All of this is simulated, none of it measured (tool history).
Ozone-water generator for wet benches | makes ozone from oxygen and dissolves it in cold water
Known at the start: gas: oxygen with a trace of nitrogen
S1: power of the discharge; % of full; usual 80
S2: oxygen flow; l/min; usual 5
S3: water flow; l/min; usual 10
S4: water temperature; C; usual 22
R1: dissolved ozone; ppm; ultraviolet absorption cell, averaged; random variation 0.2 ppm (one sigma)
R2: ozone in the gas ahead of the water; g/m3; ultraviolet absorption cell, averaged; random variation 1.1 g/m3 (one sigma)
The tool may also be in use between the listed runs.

{"run": 1, "hour": 0.0, "S1": 80, "S2": 5, "S3": 10, "S4": 22, "R1": 27.2, "R2": 183.7}
{"run": 2, "hour": 148.6, "S1": 80, "S2": 5, "S3": 10, "S4": 22, "R1": 27, "R2": 183.4}
{"run": 3, "hour": 252.7, "S1": 80, "S2": 7.67, "S3": 10, "S4": 22, "R1": 25.1, "R2": 149.5}
{"hour": 307.2, "done": "contactor cleaned"}
{"run": 4, "hour": 337.1, "S1": 80, "S2": 7.67, "S3": 10, "S4": 22, "R1": 26.2, "R2": 148}
{"run": 5, "hour": 420.8, "S1": 80, "S2": 7.67, "S3": 10, "S4": 22, "R1": 25.6, "R2": 148.8}
{"run": 6, "hour": 523.3, "S1": 80, "S2": 7.67, "S3": 10, "S4": 22, "R1": 25.8, "R2": 148.8}
{"hour": 591.5, "done": "water thermometer calibrated"}
{"run": 7, "hour": 642.9, "S1": 80, "S2": 7.67, "S3": 10, "S4": 22, "R1": 25.9, "R2": 148.4}
{"run": 8, "hour": 839.1, "S1": 80, "S2": 5, "S3": 13, "S4": 22, "R1": 22.8, "R2": 181.2}
{"run": 9, "hour": 987.8, "S1": 80, "S2": 5, "S3": 13, "S4": 23, "R1": 22, "R2": 178.3}
{"run": 10, "hour": 1084.6, "S1": 80, "S2": 5, "S3": 13, "S4": 23, "R1": 22.5, "R2": 179.8}
{"run": 11, "hour": 1184.2, "S1": 80, "S2": 5, "S3": 13, "S4": 23, "R1": 22.4, "R2": 178.4}
{"run": 12, "hour": 1368.9, "S1": 80, "S2": 5, "S3": 13, "S4": 23, "R1": 22.1, "R2": 178.7}
{"run": 13, "hour": 1476.2, "S1": 80, "S2": 5, "S3": 13, "S4": 23, "R1": 22, "R2": 179.1}
{"run": 14, "hour": 1576.8, "S1": 80, "S2": 5, "S3": 12, "S4": 22, "R1": 23.6, "R2": 177.4}
{"run": 15, "hour": 1683.1, "S1": 80, "S2": 7.27, "S3": 10, "S4": 22, "R1": 25.4, "R2": 147.7}
{"run": 16, "hour": 1823.5, "S1": 80, "S2": 7.27, "S3": 10, "S4": 22, "R1": 25.2, "R2": 148.3}
{"run": 17, "hour": 1956.9, "S1": 80, "S2": 7.27, "S3": 10, "S4": 22, "R1": 25.1, "R2": 146.9}
{"run": 18, "hour": 2124.3, "S1": 49, "S2": 5, "S3": 10, "S4": 22, "R1": 20.5, "R2": 136.3}
{"run": 19, "hour": 2206.0, "S1": 80, "S2": 5, "S3": 10, "S4": 17, "R1": 29.2, "R2": 175.1}
{"run": 20, "hour": 2356.1, "S1": 80, "S2": 5.45, "S3": 10, "S4": 23, "R1": 25.4, "R2": 169.1}
{"run": 21, "hour": 2478.9, "S1": 80, "S2": 5, "S3": 8, "S4": 28, "R1": 26.3, "R2": 176.9}
{"run": 22, "hour": 2664.7, "S1": 80, "S2": 5, "S3": 10, "S4": 23, "R1": 25.6, "R2": 174.1}
{"run": 23, "hour": 2796.8, "S1": 96, "S2": 6.31, "S3": 10, "S4": 23, "R1": 27.1, "R2": 168.4}
{"run": 24, "hour": 2927.0, "S1": 96, "S2": 6.31, "S3": 10, "S4": 23, "R1": 26.8, "R2": 168.5}
{"run": 25, "hour": 3010.6, "S1": 96, "S2": 6.31, "S3": 10, "S4": 23, "R1": 26.4, "R2": 168.5}
{"run": 26, "hour": 3164.6, "S1": 80, "S2": 2.73, "S3": 10, "S4": 19, "R1": 27.4, "R2": 229.6}
{"run": 27, "hour": 3245.7, "S1": 51, "S2": 5.93, "S3": 11, "S4": 22, "R1": 18.8, "R2": 125.9}
{"run": 28, "hour": 3364.5, "S1": 51, "S2": 5.93, "S3": 11, "S4": 22, "R1": 18.7, "R2": 125.4}
{"hour": 3559.4, "done": "water thermometer calibrated"}
{"run": 29, "hour": 3560.9, "S1": 53, "S2": 5, "S3": 10, "S4": 22, "R1": 20.7, "R2": 138.5}
{"run": 30, "hour": 3664.4, "S1": 53, "S2": 5, "S3": 10, "S4": 22, "R1": 20.9, "R2": 137.3}
{"run": 31, "hour": 3744.3, "S1": 53, "S2": 5, "S3": 10, "S4": 22, "R1": 20.7, "R2": 138.5}
{"run": 32, "hour": 3876.0, "S1": 88, "S2": 5, "S3": 10, "S4": 20, "R1": 27.3, "R2": 178.4}
{"run": 33, "hour": 3997.4, "S1": 88, "S2": 5, "S3": 10, "S4": 20, "R1": 27.2, "R2": 175.8}

Forecast each of these 4 alternatives for the next run:
{"run": "A", "hour": 4130.7, "S1": 52, "S2": 6.76, "S3": 10, "S4": 30, "R1": "?", "R2": "?"}
{"run": "B", "hour": 4130.7, "S1": 44, "S2": 5, "S3": 10, "S4": 22, "R1": "?", "R2": "?"}
{"run": "C", "hour": 4130.7, "S1": 88, "S2": 2.92, "S3": 10, "S4": 21, "R1": "?", "R2": "?"}
{"run": "D", "hour": 4130.7, "S1": 97, "S2": 5, "S3": 9, "S4": 20, "R1": "?", "R2": "?"}

run=A R1=16.1 R2=118.6
run=B R1=18.8 R2=124.5
run=C R1=26.9 R2=226.5
run=D R1=30.4 R2=182.5
Without the tool's hidden state the same runs would have given:
run=A R1=17.9 R2=129.6
run=B R1=20.8 R2=134.9
run=C R1=30.9 R2=254.8
run=D R1=35.1 R2=206.3

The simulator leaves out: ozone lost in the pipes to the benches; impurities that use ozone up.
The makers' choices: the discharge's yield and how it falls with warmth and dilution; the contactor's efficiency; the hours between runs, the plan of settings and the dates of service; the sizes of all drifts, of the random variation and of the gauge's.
